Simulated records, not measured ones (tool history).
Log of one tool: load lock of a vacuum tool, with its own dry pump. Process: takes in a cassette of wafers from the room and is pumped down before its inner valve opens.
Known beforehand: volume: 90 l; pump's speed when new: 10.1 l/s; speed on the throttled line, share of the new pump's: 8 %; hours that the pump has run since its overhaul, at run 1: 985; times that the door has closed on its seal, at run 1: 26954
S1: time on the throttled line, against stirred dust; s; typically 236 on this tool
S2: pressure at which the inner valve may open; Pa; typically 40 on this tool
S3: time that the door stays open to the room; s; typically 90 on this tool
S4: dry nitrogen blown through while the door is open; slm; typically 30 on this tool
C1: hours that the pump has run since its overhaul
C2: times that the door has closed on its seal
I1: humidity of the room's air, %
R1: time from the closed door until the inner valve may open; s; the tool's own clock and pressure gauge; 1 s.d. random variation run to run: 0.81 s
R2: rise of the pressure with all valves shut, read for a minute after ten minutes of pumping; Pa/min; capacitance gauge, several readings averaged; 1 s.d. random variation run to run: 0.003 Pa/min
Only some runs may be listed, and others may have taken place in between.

Run 1, hour 0: usual settings; C1 985; C2 26954; I1 44.7. Result: R1 287.6 s, R2 0.111 Pa/min.
Run 2, hour 568.9: usual settings but S4 14 slm; C1 1554; C2 29658; I1 46.1. Result: R1 288.3 s, R2 0.125 Pa/min.
Run 3, hour 889.9: usual settings; C1 1875; C2 31183; I1 43.3. Result: R1 287.7 s, R2 0.131 Pa/min.
Run 4, hour 1171.5: usual settings; C1 2157; C2 32521; I1 47.8. Result: R1 287.7 s, R2 0.135 Pa/min.
Run 5, hour 1695.6: usual settings; C1 2681; C2 35012; I1 42.8. Result: R1 287.6 s, R2 0.145 Pa/min.
Run 6, hour 2206.9: usual settings; C1 3192; C2 37442; I1 44.1. Result: R1 289.8 s, R2 0.172 Pa/min.
Run 7, hour 2461.6: usual settings; C1 3447; C2 38653; I1 45.5. Result: R1 289 s, R2 0.171 Pa/min.
Run 8, hour 2801.8: usual settings but S1 454 s, S2 59 Pa, S3 128 s, S4 6 slm; C1 3787; C2 40269; I1 45.2. Result: R1 484.5 s, R2 0.191 Pa/min.
Run 9, hour 3316.4: usual settings but S1 281 s, S2 59 Pa, S3 57 s, S4 6 slm; C1 4302; C2 42715; I1 44. Result: R1 325.7 s, R2 0.195 Pa/min.
Run 10, hour 3643.3: usual settings but S1 281 s, S2 59 Pa, S3 57 s, S4 6 slm; C1 4629; C2 44269; I1 42.6. Result: R1 325.4 s, R2 0.204 Pa/min.
Run 11, hour 4176.8: usual settings but S1 281 s, S2 59 Pa, S3 49 s, S4 7 slm; C1 5162; C2 46804; I1 44.6. Result: R1 326.8 s, R2 0.221 Pa/min.

Below are 5 alternative next runs, each starting from the tool's condition after run 11. Predict each:
Run A, hour 4730.9: usual settings but S1 307 s, S3 26 s; C1 5716; C2 49438; I1 46.2. Result: R1 ?, R2 ?.
Run B, hour 4730.9: usual settings but S1 281 s, S2 60 Pa, S3 26 s, S4 13 slm; C1 5716; C2 49438; I1 42.8. Result: R1 ?, R2 ?.
Run C, hour 4730.9: usual settings but S3 36 s; C1 5716; C2 49438; I1 43.6. Result: R1 ?, R2 ?.
Run D, hour 4730.9: usual settings but S2 50 Pa; C1 5716; C2 49438; I1 43.5. Result: R1 ?, R2 ?.
Run E, hour 4730.9: usual settings but S2 54 Pa, S3 150 s, S4 24 slm; C1 5716; C2 49438; I1 42.9. Result: R1 ?, R2 ?.

run     R1     R2
  A  357.1  0.224
  B  327.1  0.226
  C    290  0.225
  D  287.8  0.229
  E  287.5  0.233
Stripped of hidden state, with their random variation kept, the same runs would have yielded:
run     R1     R2
  A  354.2  0.006
  B  324.3   0.01
  C  286.7  0.009
  D  284.6  0.016
  E  284.4  0.018

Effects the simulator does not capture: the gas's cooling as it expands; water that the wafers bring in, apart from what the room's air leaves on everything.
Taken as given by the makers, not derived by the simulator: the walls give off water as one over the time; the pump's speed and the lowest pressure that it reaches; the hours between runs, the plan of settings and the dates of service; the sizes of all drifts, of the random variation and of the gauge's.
